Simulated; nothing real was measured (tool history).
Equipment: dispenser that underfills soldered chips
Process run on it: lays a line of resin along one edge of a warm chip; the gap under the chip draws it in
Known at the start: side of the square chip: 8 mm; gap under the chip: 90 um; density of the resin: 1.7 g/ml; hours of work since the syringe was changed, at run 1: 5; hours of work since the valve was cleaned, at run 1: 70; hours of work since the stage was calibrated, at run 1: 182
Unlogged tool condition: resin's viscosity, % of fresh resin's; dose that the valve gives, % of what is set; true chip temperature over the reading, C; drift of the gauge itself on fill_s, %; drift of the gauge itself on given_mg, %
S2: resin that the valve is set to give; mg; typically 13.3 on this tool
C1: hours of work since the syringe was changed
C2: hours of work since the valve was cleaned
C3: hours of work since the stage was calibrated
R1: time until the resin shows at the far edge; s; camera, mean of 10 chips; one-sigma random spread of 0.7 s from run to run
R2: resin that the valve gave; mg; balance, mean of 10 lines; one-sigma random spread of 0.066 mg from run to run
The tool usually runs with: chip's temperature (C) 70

Run 1, hour 0: usual settings; C1 5; C2 70; C3 182. Result: R1 97.2 s, R2 12.83 mg.
At hour 1.3: new syringe of resin.
At hour 11.5: new syringe of resin.
Run 2, hour 11.5: usual settings; C1 0; C2 77; C3 189. Result: R1 60.5 s, R2 12.57 mg.
Run 3, hour 20.4: usual settings; C1 6; C2 82; C3 195. Result: R1 98.1 s, R2 12.64 mg.
At hour 21.7: new syringe of resin.
At hour 31.7: new syringe of resin.
Run 4, hour 33.3: usual settings but chip's temperature (C) 82; C1 1; C2 90; C3 202. Result: R1 37.2 s, R2 12.67 mg.
At hour 41.3: new syringe of resin.
Run 5, hour 43.8: usual settings but chip's temperature (C) 61; C1 2; C2 96; C3 209. Result: R1 106.5 s, R2 12.47 mg.
At hour 51.7: new syringe of resin.
Run 6, hour 57.4: usual settings; C1 4; C2 105; C3 217. Result: R1 82.5 s, R2 12.48 mg.
At hour 61.4: new syringe of resin.
At hour 71: new syringe of resin.
Run 7, hour 71.6: usual settings; C1 0; C2 113; C3 225. Result: R1 62 s, R2 12.55 mg.
At hour 81.1: new syringe of resin.
Run 8, hour 85: usual settings; C1 2; C2 121; C3 234. Result: R1 73.6 s, R2 12.25 mg.
At hour 91.5: new syringe of resin.
Run 9, hour 96.6: usual settings; C1 3; C2 128; C3 241. Result: R1 77.9 s, R2 12.28 mg.
At hour 101.5: new syringe of resin.
Run 10, hour 108: usual settings; C1 4; C2 135; C3 248. Result: R1 86 s, R2 12.33 mg.
At hour 111.3: new syringe of resin.
At hour 114: dispensing valve cleaned and set on the balance.
At hour 121.8: new syringe of resin.
Run 11, hour 122.3: usual settings; C1 0; C2 5; C3 256. Result: R1 58.8 s, R2 13.24 mg.
Run 12, hour 128.2: usual settings but chip's temperature (C) 81; C1 4; C2 9; C3 259. Result: R1 49.9 s, R2 13.28 mg.
At hour 132: new syringe of resin.
Run 13, hour 134.7: usual settings but chip's temperature (C) 65; C1 2; C2 13; C3 263. Result: R1 86.6 s, R2 13.15 mg.
At hour 142.2: new syringe of resin.
Run 14, hour 148.1: usual settings but chip's temperature (C) 65; C1 4; C2 21; C3 271. Result: R1 100.3 s, R2 13.1 mg.
At hour 151.9: new syringe of resin.
Run 15, hour 157.3: usual settings but chip's temperature (C) 65, S2 15.5 mg; C1 3; C2 26; C3 277. Result: R1 94.7 s, R2 15.37 mg.
At hour 161.8: new syringe of resin.
Run 16, hour 170.9: usual settings but chip's temperature (C) 65, S2 15.5 mg; C1 6; C2 35; C3 285. Result: R1 117.5 s, R2 15.14 mg.
At hour 171.8: new syringe of resin.
Run 17, hour 179.2: usual settings but chip's temperature (C) 72, S2 11.6 mg; C1 5; C2 40; C3 290. Result: R1 82.5 s, R2 11.2 mg.
At hour 181.6: new syringe of resin.
At hour 191.2: new syringe of resin.
Run 18, hour 193.1: usual settings but chip's temperature (C) 72, S2 11.6 mg; C1 1; C2 48; C3 299. Result: R1 63.2 s, R2 11.11 mg.
Run 19, hour 200.2: usual settings but chip's temperature (C) 72, S2 11.6 mg; C1 6; C2 52; C3 303. Result: R1 90 s, R2 11.21 mg.
At hour 201.3: new syringe of resin.
At hour 211.5: new syringe of resin.
Run 20, hour 211.7: usual settings but chip's temperature (C) 76, S2 11.6 mg; C1 0; C2 59; C3 310. Result: R1 46.3 s, R2 11.13 mg.
Run 21, hour 218.6: usual settings but chip's temperature (C) 81, S2 15.6 mg; C1 4; C2 64; C3 314. Result: R1 50 s, R2 14.93 mg.
At hour 221.9: new syringe of resin.
Run 22, hour 230.1: usual settings but chip's temperature (C) 69; C1 5; C2 70; C3 321. Result: R1 94.1 s, R2 12.72 mg.
At hour 232.1: new syringe of resin.
Run 23, hour 239.9: usual settings but chip's temperature (C) 71, S2 12.7 mg; C1 5; C2 76; C3 327. Result: R1 85.9 s, R2 12.05 mg.
At hour 241.8: new syringe of resin.
Run 24, hour 248.7: usual settings but chip's temperature (C) 71, S2 12.7 mg; C1 4; C2 82; C3 332. Result: R1 81.1 s, R2 12.03 mg.
At hour 251.6: new syringe of resin.
Run 25, hour 256.8: usual settings but chip's temperature (C) 71, S2 12.7 mg; C1 3; C2 87; C3 337. Result: R1 73.2 s, R2 11.97 mg.
At hour 261.6: new syringe of resin.
Run 26, hour 265.5: usual settings but chip's temperature (C) 78, S2 15.2 mg; C1 2; C2 92; C3 342. Result: R1 47.2 s, R2 14.39 mg.
At hour 272.2: new syringe of resin.
Run 27, hour 278: usual settings but chip's temperature (C) 66, S2 13 mg; C1 4; C2 100; C3 350. Result: R1 95.3 s, R2 12.08 mg.
At hour 281.9: new syringe of resin.
At hour 291.7: new syringe of resin.
Run 28, hour 291.9: usual settings but chip's temperature (C) 66, S2 13 mg; C1 0; C2 108; C3 358. Result: R1 68.8 s, R2 12.09 mg.

Table of differences, measured result less the result of that run with no hidden state. Run-to-run variation is the same in both. Gauge scatter possibly is not:
run     R1     R2
  1  +32.2  -0.55
  2   -2.8  -0.61
  3  +35.2  -0.65
  4   +0.7  -0.71
  5   +8.2  -0.76
  6  +19.1  -0.83
  7   -1.7  -0.91
  8  +10.1  -0.96
  9  +14.8  -1.03
 10  +22.1   -1.1
 11   -3.9  -0.09
 12  +11.6  -0.12
 13   +4.1  -0.15
 14  +19.6  -0.21
 15  +15.5  -0.31
 16  +37.3  -0.38
 17  +22.5  -0.32
 18   +1.5  -0.38
 19  +30.4  -0.41
 20   -3.7  -0.46
 21  +12.6  -0.67
 22  +27.5  -0.64
 23  +24.5  -0.65
 24  +19.6  -0.69
 25  +12.4  -0.74
 26   +3.8  -0.94
 27  +19.1  -0.86
 28   -7.2  -0.93
